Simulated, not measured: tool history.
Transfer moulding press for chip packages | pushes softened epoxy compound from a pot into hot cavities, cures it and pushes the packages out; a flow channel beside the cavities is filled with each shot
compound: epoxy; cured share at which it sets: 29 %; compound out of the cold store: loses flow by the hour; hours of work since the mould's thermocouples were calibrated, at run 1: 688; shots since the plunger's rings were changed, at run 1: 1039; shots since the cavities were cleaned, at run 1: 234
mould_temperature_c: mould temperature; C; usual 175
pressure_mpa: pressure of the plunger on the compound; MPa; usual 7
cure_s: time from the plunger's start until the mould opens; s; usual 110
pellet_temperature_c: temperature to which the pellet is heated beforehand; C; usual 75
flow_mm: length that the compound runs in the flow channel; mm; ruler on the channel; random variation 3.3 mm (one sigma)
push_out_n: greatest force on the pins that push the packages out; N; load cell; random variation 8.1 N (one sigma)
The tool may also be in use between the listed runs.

| run | day | mould_temperature_c | pressure_mpa | cure_s | pellet_temperature_c | hours of work since the mould's thermocouples were calibrated | shots since the plunger's rings were changed | shots since the cavities were cleaned | incoming compound's hours out of the cold store | flow_mm | push_out_n |
|---|---|---|---|---|---|---|---|---|---|---|---|
| 1 | 0 | 175 | 7 | 110 | 75 | 688 | 1039 | 234 | 20.8 | 669 | 461 |
|  | 1.562 | cavities cleaned with cleaning compound and waxed |
| 2 | 2.1 | 175 | 7 | 110 | 75 | 723 | 1634 | 157 | 26.6 | 646 | 457 |
|  | 3.929 | cavities cleaned with cleaning compound and waxed |
| 3 | 5.45 | 175 | 7 | 110 | 75 | 780 | 2594 | 444 | 12.8 | 675 | 544 |
|  | 6.383 | cavities cleaned with cleaning compound and waxed |
| 4 | 7.462 | 175 | 7 | 110 | 75 | 814 | 3162 | 314 | 41.6 | 592 | 473 |
|  | 8.704 | plunger's sealing rings changed |
|  | 8.767 | cavities cleaned with cleaning compound and waxed |
|  | 9.492 | mould's thermocouples calibrated |
| 5 | 10.275 | 179 | 7 | 110 | 75 | 14 | 416 | 416 | 41.3 | 618 | 384 |
|  | 11.362 | cavities cleaned with cleaning compound and waxed |
| 6 | 12.05 | 179 | 7 | 110 | 75 | 44 | 916 | 201 | 26.1 | 650 | 359 |
|  | 13.704 | cavities cleaned with cleaning compound and waxed |
| 7 | 13.792 | 179 | 7 | 110 | 75 | 73 | 1405 | 25 | 27.8 | 636 | 296 |
|  | 15.979 | cavities cleaned with cleaning compound and waxed |
| 8 | 17.029 | 175 | 5.43 | 110 | 75 | 128 | 2332 | 307 | 23.9 | 567 | 419 |
|  | 18.512 | cavities cleaned with cleaning compound and waxed |
| 9 | 19.767 | 175 | 5.43 | 110 | 75 | 175 | 3113 | 367 | 29.3 | 548 | 458 |
|  | 21.021 | cavities cleaned with cleaning compound and waxed |
|  | 21.438 | plunger's sealing rings changed |
| 10 | 22.175 | 175 | 5.43 | 110 | 75 | 214 | 215 | 306 | 34 | 569 | 440 |
|  | 23.542 | cavities cleaned with cleaning compound and waxed |
| 11 | 25.3 | 175 | 7 | 110 | 75 | 267 | 1109 | 513 | 9.4 | 696 | 499 |
|  | 26.071 | cavities cleaned with cleaning compound and waxed |
|  | 28.475 | cavities cleaned with cleaning compound and waxed |
| 12 | 28.675 | 175 | 7 | 110 | 73 | 324 | 2058 | 58 | 28.4 | 635 | 343 |
| 13 | 30.429 | 175 | 7 | 110 | 73 | 355 | 2570 | 570 | 38.9 | 607 | 488 |
|  | 30.792 | cavities cleaned with cleaning compound and waxed |
|  | 33.171 | cavities cleaned with cleaning compound and waxed |
|  | 33.754 | plunger's sealing rings changed |
| 14 | 33.754 | 173 | 6.37 | 110 | 72 | 409 | 0 | 140 | 18.4 | 659 | 478 |
|  | 35.612 | cavities cleaned with cleaning compound and waxed |
| 15 | 36.754 | 174 | 7.21 | 140 | 67 | 460 | 857 | 333 | 43.7 | 625 | 358 |
|  | 37.892 | cavities cleaned with cleaning compound and waxed |
| 16 | 39.017 | 175 | 7.97 | 110 | 83 | 498 | 1500 | 329 | 18.3 | 713 | 458 |
|  | 40.388 | cavities cleaned with cleaning compound and waxed |
| 17 | 41.433 | 175 | 5.68 | 110 | 75 | 539 | 2186 | 305 | 11.6 | 611 | 466 |
|  | 42.758 | cavities cleaned with cleaning compound and waxed |
| 18 | 44.879 | 182 | 8.19 | 110 | 82 | 598 | 3174 | 620 | 46.7 | 614 | 388 |
|  | 45.154 | cavities cleaned with cleaning compound and waxed |
|  | 46.083 | plunger's sealing rings changed |
| 19 | 46.967 | 175 | 5.83 | 110 | 78 | 632 | 258 | 499 | 21.7 | 609 | 511 |
|  | 47.733 | cavities cleaned with cleaning compound and waxed |
| 20 | 48.508 | 175 | 7 | 110 | 69 | 658 | 690 | 225 | 21.1 | 672 | 455 |
|  | 50.038 | cavities cleaned with cleaning compound and waxed |
| 21 | 50.783 | 175 | 7.14 | 146 | 76 | 696 | 1336 | 217 | 40.3 | 622 | 321 |
|  | 52.333 | cavities cleaned with cleaning compound and waxed |
| 22 | 53.725 | 175 | 7.14 | 146 | 76 | 746 | 2177 | 407 | 39.8 | 613 | 369 |
|  | 54.792 | cavities cleaned with cleaning compound and waxed |
| 23 | 56.246 | 175 | 7.14 | 146 | 76 | 789 | 2894 | 425 | 44.3 | 593 | 352 |
|  | 57.138 | cavities cleaned with cleaning compound and waxed |
|  | 58.425 | plunger's sealing rings changed |
| 24 | 59.158 | 179 | 7 | 110 | 69 | 837 | 213 | 560 | 45.7 | 610 | 421 |
|  | 59.512 | cavities cleaned with cleaning compound and waxed |
|  | 59.8 | mould's thermocouples calibrated |
| 25 | 60.871 | 179 | 7 | 110 | 70 | 19 | 671 | 372 | 24.9 | 648 | 382 |
|  | 61.962 | cavities cleaned with cleaning compound and waxed |
| 26 | 63.354 | 179 | 7 | 110 | 70 | 61 | 1378 | 407 | 39.6 | 608 | 378 |

Forecast each of these 3 alternatives for the next run:
|  | 64.367 | cavities cleaned with cleaning compound and waxed |
| A | 65.888 | 177 | 7 | 141 | 70 | 104 | 2099 | 444 | 42.9 | ? | ? |
|  | 64.367 | cavities cleaned with cleaning compound and waxed |
| B | 65.888 | 177 | 7 | 97 | 67 | 104 | 2099 | 444 | 37.6 | ? | ? |
|  | 64.367 | cavities cleaned with cleaning compound and waxed |
| C | 65.888 | 169 | 7 | 110 | 75 | 104 | 2099 | 444 | 20.6 | ? | ? |

| run | flow_mm | push_out_n |
|---|---|---|
| A | 595 | 349 |
| B | 609 | 527 |
| C | 671 | 700 |
Without the tool's hidden state the same runs would have given:
| run | flow_mm | push_out_n |
|---|---|---|
| A | 621 | 256 |
| B | 636 | 387 |
| C | 700 | 513 |

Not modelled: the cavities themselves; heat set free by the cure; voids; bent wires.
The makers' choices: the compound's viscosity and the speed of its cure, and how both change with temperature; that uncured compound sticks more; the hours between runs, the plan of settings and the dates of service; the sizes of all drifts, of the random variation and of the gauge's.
